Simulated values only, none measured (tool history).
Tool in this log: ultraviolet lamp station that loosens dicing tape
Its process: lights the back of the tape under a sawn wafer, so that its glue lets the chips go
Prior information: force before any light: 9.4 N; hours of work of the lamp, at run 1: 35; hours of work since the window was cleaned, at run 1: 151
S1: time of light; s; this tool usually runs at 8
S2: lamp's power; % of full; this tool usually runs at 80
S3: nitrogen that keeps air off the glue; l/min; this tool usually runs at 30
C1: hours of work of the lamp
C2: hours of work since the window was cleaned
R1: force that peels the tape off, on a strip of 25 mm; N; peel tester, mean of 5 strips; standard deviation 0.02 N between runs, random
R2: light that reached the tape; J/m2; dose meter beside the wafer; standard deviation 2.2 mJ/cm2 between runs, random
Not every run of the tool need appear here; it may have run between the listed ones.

run   hour  S1  S2  S3   C1   C2     R1    R2
  1    0.0   8  80  30   35  151  1.103  1900
  2   29.3   8  80  30   55  170  1.089  1910
  3   45.6   8  80  30   66  181  1.118  1930
  4   64.5   8  80  30   78  194  1.120  1870
  5   83.5   8  80  30   91  207  1.180  1890
  6  100.4   8  80  10  103  218  2.107  1900
  7  118.5   8  80  10  115  230  2.139  1860
  8  145.2   8  80  10  133  248  2.231  1810
  9  167.1   8  80  10  147  263  2.158  1850
 10  186.4   8  80  10  160  276  2.161  1830
 11  216.0   8  80  10  180  295  2.230  1810
 12  246.5   8  80  10  200  316  2.342  1800
     248.7  -- window cleaned of glue's vapour
 13  264.0   8  80  30  212   10  1.445  1640
 14  286.6   8  80  30  227   25  1.491  1670
 15  313.6   8  80  30  245   43  1.510  1620
 16  345.1   8  80  53  266   65  1.148  1640
 17  363.0   8  80  53  278   77  1.190  1620
 18  378.7   8  80  53  289   87  1.252  1590
 19  393.3   8  80  53  298   97  1.243  1600
     401.9  -- window cleaned of glue's vapour, once more
 20  415.5   8  80  33  313    9  1.104  1820
 21  428.4   8  80  33  322   18  1.095  1880
 22  457.9   8  68  43  341   38  1.383  1600
 23  482.9   8  62  11  358   54  2.842  1410
 24  511.7   8  62  16  378   74  2.420  1400
 25  527.2  10  83  55  388   84  0.509  2360
 26  550.8   5  75  55  404  100  2.472  1060
 27  570.2   5  75  55  417  113  2.507  1080
 28  585.4   5  67  32  427  123  3.309   910
 29  609.7   4  70  37  443  139  3.811   780
 30  640.4   4  70  37  464  160  3.751   730
 31  664.8   4  80  15  480  176  4.155   820
 32  683.8   4  80  27  493  189  3.738   900
 33  709.8   8  80  12  510  206  2.159  1730
 34  740.3   8  80  12  531  227  2.202  1700
 35  769.8   8  80  12  551  247  2.311  1720
 36  782.8   8  80  12  559  255  2.260  1660
 37  807.3   8  80  12  576  272  2.317  1680
 38  831.0   7  67  11  592  288  3.274  1250
 39  856.8   8  80  32  609  305  1.422  1660
 40  875.3   9  85  30  621  317  1.087  1910
 41  893.3  12  86  42  633  329  0.446  2600
 42  909.9  11  65  23  644  341  1.430  1800

Below are 4 alternative next runs, each starting from the tool's condition after run 42. Predict each:
  A  930.0   9  80  30  658  354   ?   ?
  B  930.0   9  79  15  658  354   ?   ?
  C  930.0   7  80  30  658  354   ?   ?
  D  930.0   8  69  23  658  354   ?   ?

run     R1    R2
  A  1.308  1780
  B  1.867  1770
  C  1.898  1380
  D  2.272  1400
With no hidden state in the tool, these same runs would have given:
run     R1    R2
  A  0.781  2270
  B  1.220  2240
  C  1.258  1760
  D  1.555  1770
